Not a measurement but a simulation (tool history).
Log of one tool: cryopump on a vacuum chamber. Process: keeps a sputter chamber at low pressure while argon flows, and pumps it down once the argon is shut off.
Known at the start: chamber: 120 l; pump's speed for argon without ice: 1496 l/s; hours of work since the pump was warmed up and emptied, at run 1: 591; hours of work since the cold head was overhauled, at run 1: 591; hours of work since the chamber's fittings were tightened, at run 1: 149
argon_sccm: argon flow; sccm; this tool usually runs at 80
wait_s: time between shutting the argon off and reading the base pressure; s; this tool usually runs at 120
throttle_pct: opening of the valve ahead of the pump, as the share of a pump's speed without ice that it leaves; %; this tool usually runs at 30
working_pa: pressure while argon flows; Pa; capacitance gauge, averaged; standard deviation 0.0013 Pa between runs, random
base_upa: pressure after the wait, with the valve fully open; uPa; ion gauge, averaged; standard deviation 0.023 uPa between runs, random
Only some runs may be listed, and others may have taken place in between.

run,hour,argon_sccm,wait_s,throttle_pct,hours of work since the pump was warmed up and emptied,hours of work since the cold head was overhauled,hours of work since the chamber's fittings were tightened,working_pa,base_upa
1,0,80,120,30,591,591,149,0.3157,0.83
2,30.1,80,120,30,613,613,171,0.3161,0.85
3,62,80,120,30,636,636,194,0.3162,0.88
4,80.3,53,120,30,649,649,207,0.209,0.88
5,115.6,80,120,30,675,675,233,0.318,0.93
6,133.6,80,120,30,688,688,246,0.3181,0.9
7,169.4,80,120,30,714,714,272,0.3185,0.88
8,195.4,80,120,30,733,733,291,0.3191,0.95
9,212.4,80,120,30,745,745,303,0.3201,0.92
10,239.7,80,120,30,765,765,323,0.3214,0.99
11,261.3,80,56,25,781,781,339,0.3812,1.53
12,283.4,80,77,30,797,797,355,0.3227,1.28
# hour 291.8: pump warmed up, emptied and cooled again
13,305.8,80,123,45,10,809,367,0.2028,0.91
14,333,80,123,20,30,829,387,0.4541,0.94
15,363,40,123,17,52,851,409,0.2642,0.95
16,380,50,63,30,64,863,421,0.1909,1.38
17,416.8,102,124,22,91,890,448,0.5277,0.92
18,445.2,88,124,22,111,910,468,0.4569,0.97

Across each entry between runs, compare the hidden state at the last listed run before it with the hidden state at the first listed run after it:
Run 12 -> run 13: pump warmed up, emptied and cooled again (hour 291.8)
  pump's speed, % of a pump's without ice: 83.2 -> 99.2; cold plate's temperature, K: 12.55 -> 12.56; leak into the chamber, uPa l/s: 567 -> 576
  measured less the result without the state, working_pa: +0.0196 -> +0.0017 Pa; base_upa: +0.26 -> +0.19 uPa
